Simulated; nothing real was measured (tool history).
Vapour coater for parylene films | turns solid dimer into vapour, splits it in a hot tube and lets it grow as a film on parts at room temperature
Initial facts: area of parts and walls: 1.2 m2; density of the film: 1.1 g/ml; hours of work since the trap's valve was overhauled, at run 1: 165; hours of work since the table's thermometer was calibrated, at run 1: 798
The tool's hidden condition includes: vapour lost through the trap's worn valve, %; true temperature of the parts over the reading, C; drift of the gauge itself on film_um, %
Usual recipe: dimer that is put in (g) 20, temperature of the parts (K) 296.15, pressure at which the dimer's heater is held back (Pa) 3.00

run,hour,dimer that is put in (g),temperature of the parts (K),pressure at which the dimer's heater is held back (Pa),hours of work since the trap's valve was overhauled,hours of work since the table's thermometer was calibrated,thickness of the film (µm)
1,0.0,20,296.15,3.00,165,798,11.84
2,18.9,20,296.15,4.45,179,812,11.10
3,40.2,20,296.15,4.45,195,828,11.10
4,59.4,20,296.15,4.45,209,842,11.06
5,98.3,20,296.15,3.00,238,871,11.82
6,115.4,21,296.15,3.00,251,884,12.29
7,140.3,21,296.15,3.00,270,902,12.34
8,164.5,20,296.15,3.00,288,920,11.73
9,188.4,20,296.15,3.00,306,938,11.69
10,216.8,20,296.15,3.00,327,959,11.67
11,239.2,20,296.15,3.00,343,976,11.67
12,256.7,20,296.15,3.00,356,989,11.64
13,275.6,20,296.15,3.00,370,1003,11.59
14,308.3,20,288.15,3.00,395,1027,13.89
15,343.1,21,296.15,3.00,421,1053,12.10
16,370.7,20,296.15,3.00,441,1074,11.51
17,396.6,20,296.15,3.00,460,1093,11.54
18,416.9,13,296.15,3.00,476,1108,7.49
# hour 428.7: trap's valve overhauled
19,442.9,20,290.15,2.94,11,1124,14.00
20,466.1,18,297.15,3.00,28,1142,10.65
21,482.7,20,300.15,3.20,40,1154,10.92
22,506.3,20,300.15,3.20,58,1172,10.91
23,523.0,20,300.15,3.20,70,1184,10.91
24,540.2,20,308.15,3.00,83,1197,9.16
25,563.3,20,308.15,3.00,100,1214,9.13
26,589.0,12,308.15,3.00,119,1233,5.48
27,610.4,12,308.15,3.00,135,1249,5.49
28,647.6,12,308.15,3.00,163,1277,5.45
29,676.1,20,303.15,4.10,184,1298,9.70
30,702.5,29,301.15,6.71,204,1318,13.52
# hour 718.3: table's thermometer calibrated
31,731.0,32,302.15,2.83,224,9,16.31
32,765.9,25,293.15,2.83,250,35,15.58
33,787.2,25,293.15,2.83,266,51,15.57
34,822.5,25,293.15,2.83,293,78,15.50
35,857.2,25,293.15,2.83,318,103,15.50

The same runs without the tool's hidden state, with the same run-to-run variation:
run,thickness of the film (µm)
1,11.97
2,11.24
3,11.25
4,11.23
5,12.04
6,12.54
7,12.61
8,12.01
9,11.98
10,11.98
11,12.01
12,11.99
13,11.96
14,14.36
15,12.54
16,11.97
17,12.02
18,7.82
19,13.85
20,10.56
21,10.84
22,10.84
23,10.86
24,9.13
25,9.12
26,5.48
27,5.50
28,5.48
29,9.76
30,13.63
31,16.89
32,16.18
33,16.19
34,16.16
35,16.20

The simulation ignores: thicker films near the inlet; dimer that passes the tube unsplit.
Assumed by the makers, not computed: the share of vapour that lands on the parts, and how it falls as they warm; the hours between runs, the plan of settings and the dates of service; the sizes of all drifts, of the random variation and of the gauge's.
